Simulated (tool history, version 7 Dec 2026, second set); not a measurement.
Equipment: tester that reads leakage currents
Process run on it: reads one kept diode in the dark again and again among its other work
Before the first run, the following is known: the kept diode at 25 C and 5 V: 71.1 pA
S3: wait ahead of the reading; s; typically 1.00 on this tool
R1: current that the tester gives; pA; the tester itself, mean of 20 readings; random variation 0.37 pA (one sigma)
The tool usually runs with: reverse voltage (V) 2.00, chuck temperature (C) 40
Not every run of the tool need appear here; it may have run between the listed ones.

Run 1, hour 0.0: usual settings. Result: R1 122.86 pA.
Run 2, hour 102.2: usual settings. Result: R1 123.09 pA.
Run 3, hour 249.9: usual settings. Result: R1 123.55 pA.
Run 4, hour 389.9: usual settings but S3 3.91 s. Result: R1 122.54 pA.
Run 5, hour 550.8: usual settings but chuck temperature (C) 30. Result: R1 60.69 pA.
Run 6, hour 644.4: usual settings but chuck temperature (C) 30. Result: R1 61.01 pA.
Run 7, hour 796.8: usual settings but chuck temperature (C) 30. Result: R1 61.51 pA.
Run 8, hour 894.3: usual settings but reverse voltage (V) 2.71. Result: R1 147.22 pA.
Run 9, hour 1025.7: usual settings but reverse voltage (V) 2.71, S3 0.55 s. Result: R1 147.07 pA.
Run 10, hour 1093.5: usual settings but reverse voltage (V) 2.71, S3 0.55 s. Result: R1 147.80 pA.
Run 11, hour 1220.7: usual settings but reverse voltage (V) 2.71, S3 0.55 s. Result: R1 147.98 pA.
Run 12, hour 1326.7: usual settings but reverse voltage (V) 2.71, S3 0.55 s. Result: R1 147.34 pA.
Run 13, hour 1468.8: usual settings but reverse voltage (V) 2.71, S3 1.19 s. Result: R1 146.45 pA.
Run 14, hour 1550.3: usual settings but reverse voltage (V) 2.71, S3 1.19 s. Result: R1 146.41 pA.
At hour 1622.9: chuck's temperature calibrated.
Run 15, hour 1680.6: usual settings but reverse voltage (V) 2.71, chuck temperature (C) 50, S3 1.19 s. Result: R1 285.26 pA.
Run 16, hour 1787.3: usual settings but reverse voltage (V) 5.26, chuck temperature (C) 23, S3 7.89 s. Result: R1 63.17 pA.
Run 17, hour 1940.4: usual settings but reverse voltage (V) 5.26, chuck temperature (C) 34, S3 7.89 s. Result: R1 141.09 pA.
Run 18, hour 2104.5: usual settings but reverse voltage (V) 5.26, chuck temperature (C) 34, S3 7.89 s. Result: R1 141.28 pA.

Expected results for the next run?
Run 19, hour 2209.8: usual settings but reverse voltage (V) 3.44, chuck temperature (C) 24. Result: R1 ?.

{"run 19": {"R1": 53.85}}
Were there no unlogged condition in the tool, this run, its random variation unchanged, would have produced R1 53.80 pA.
